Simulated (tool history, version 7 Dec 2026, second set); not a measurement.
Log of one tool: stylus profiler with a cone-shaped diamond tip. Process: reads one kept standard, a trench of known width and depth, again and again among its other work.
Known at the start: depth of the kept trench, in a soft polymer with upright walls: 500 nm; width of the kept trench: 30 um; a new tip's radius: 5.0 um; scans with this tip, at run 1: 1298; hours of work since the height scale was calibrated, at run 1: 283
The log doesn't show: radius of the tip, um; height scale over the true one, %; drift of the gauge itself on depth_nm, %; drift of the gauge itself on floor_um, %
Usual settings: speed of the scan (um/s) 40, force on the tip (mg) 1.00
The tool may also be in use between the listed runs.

run    day  speed of the scan (um/s)  force on the tip (mg)  scans with this tip  hours of work since the height scale was calibrated  depth of the trench (angstrom)  width of the trench's floor (um)
  1  0.000                        40                   1.00                 1298                                                  283                          5035.1                             25.05
  2  0.350                        40                   1.00                 1319                                                  287                          5034.8                             25.07
  3  0.725                        40                   1.00                 1343                                                  292                          5033.4                             25.02
  4  1.454                        47                   1.00                 1388                                                  302                          5035.9                             24.94
  5  1.817                        47                   1.00                 1410                                                  307                          5034.0                             25.00
  6  2.338                        47                   0.67                 1442                                                  314                          5028.0                             24.83
  7  2.967                        48                   0.91                 1481                                                  323                          5036.0                             24.86
  8  3.479                        62                   0.68                 1513                                                  330                          5026.1                             24.69
  9  3.846                       129                   1.45                 1535                                                  334                          5045.3                             24.34
 10  4.300                       129                   1.45                 1563                                                  341                          5044.7                             24.35

Run 11 comes next. What will it give?
 11  4.729                       129                   1.45                 1590                                                  346                               ?                                 ?

{"run 11": {"depth of the trench (angstrom)": 5043.4, "width of the trench's floor (um)": 24.35}}
Without the tool's hidden state the same run would have given depth of the trench (angstrom) 5038.3, width of the trench's floor (um) 24.60.
